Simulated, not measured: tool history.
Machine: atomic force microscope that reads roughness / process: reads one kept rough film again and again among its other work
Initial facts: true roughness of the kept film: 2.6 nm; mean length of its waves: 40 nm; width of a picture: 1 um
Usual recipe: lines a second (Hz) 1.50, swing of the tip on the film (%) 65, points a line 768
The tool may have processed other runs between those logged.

run	hour	lines a second (Hz)	swing of the tip on the film (%)	points a line	roughness of the kept film (nm (root mean square))
1	0.0	1.50	65	768	2.261
# hour 38.0: new tip fitted
2	43.5	1.50	65	768	2.387
3	74.5	1.50	65	324	2.359
4	118.5	1.50	65	324	2.340
5	160.9	1.50	65	324	2.291
6	185.3	1.50	65	324	2.297
7	212.6	1.50	65	324	2.266
8	258.9	0.63	67	951	2.295

Forecast run 9:
# hour 269.1: new tip fitted
9	295.4	0.63	67	951	?

roughness of the kept film (nm (root mean square)): 2.423
Take away the tool's hidden state, keep the run-to-run variation as it was, and the same run would have given roughness of the kept film (nm (root mean square)) 2.451.

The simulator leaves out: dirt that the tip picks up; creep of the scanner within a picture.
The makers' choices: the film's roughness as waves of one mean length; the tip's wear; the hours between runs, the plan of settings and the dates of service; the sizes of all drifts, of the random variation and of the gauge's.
